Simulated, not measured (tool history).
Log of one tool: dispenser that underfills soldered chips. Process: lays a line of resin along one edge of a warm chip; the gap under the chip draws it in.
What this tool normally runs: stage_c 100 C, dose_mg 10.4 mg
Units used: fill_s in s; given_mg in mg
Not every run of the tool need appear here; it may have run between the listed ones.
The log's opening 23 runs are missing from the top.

| run | hour | stage_c | dose_mg | fill_s | given_mg |
|---|---|---|---|---|---|
|  | 257.5 | dispensing valve cleaned and set on the balance |
| 24 | 260.7 | 102 | 12.5 | 16.6 | 12.46 |
|  | 263.2 | new syringe of resin |
|  | 275.3 | new syringe of resin |
| 25 | 276.0 | 103 | 9.9 | 12.1 | 9.89 |
|  | 287.0 | new syringe of resin |
| 26 | 289.5 | 103 | 9.9 | 12.5 | 9.75 |
|  | 298.8 | new syringe of resin |
| 27 | 298.8 | 101 | 13.5 | 11.7 | 13.15 |
|  | 310.6 | new syringe of resin |
| 28 | 313.6 | 93 | 12.0 | 19.1 | 11.63 |
|  | 322.4 | new syringe of resin |
| 29 | 324.1 | 97 | 12.0 | 15.7 | 11.60 |
| 30 | 331.6 | 97 | 12.0 | 20.8 | 11.57 |
|  | 333.8 | new syringe of resin |
|  | 343.7 | dispensing valve cleaned and set on the balance |
|  | 346.5 | new syringe of resin |
| 31 | 347.2 | 105 | 10.1 | 11.9 | 10.09 |

4 ways to go on from here, each from the tool as it stands after run 31. What would each give?
|  | 358.9 | new syringe of resin |
| A | 362.6 | 105 | 12.3 | ? | ? |
|  | 358.9 | new syringe of resin |
| B | 362.6 | 105 | 13.4 | ? | ? |
|  | 358.9 | new syringe of resin |
| C | 362.6 | 113 | 10.4 | ? | ? |
|  | 358.9 | new syringe of resin |
| D | 362.6 | 103 | 9.2 | ? | ? |

| run | fill_s | given_mg |
|---|---|---|
| A | 12.9 | 12.21 |
| B | 12.6 | 13.29 |
| C | 9.6 | 10.27 |
| D | 14.2 | 9.14 |
With no hidden state in the tool, these same runs would have given:
| run | fill_s | given_mg |
|---|---|---|
| A | 10.7 | 12.32 |
| B | 10.5 | 13.42 |
| C | 7.9 | 10.37 |
| D | 11.7 | 9.22 |

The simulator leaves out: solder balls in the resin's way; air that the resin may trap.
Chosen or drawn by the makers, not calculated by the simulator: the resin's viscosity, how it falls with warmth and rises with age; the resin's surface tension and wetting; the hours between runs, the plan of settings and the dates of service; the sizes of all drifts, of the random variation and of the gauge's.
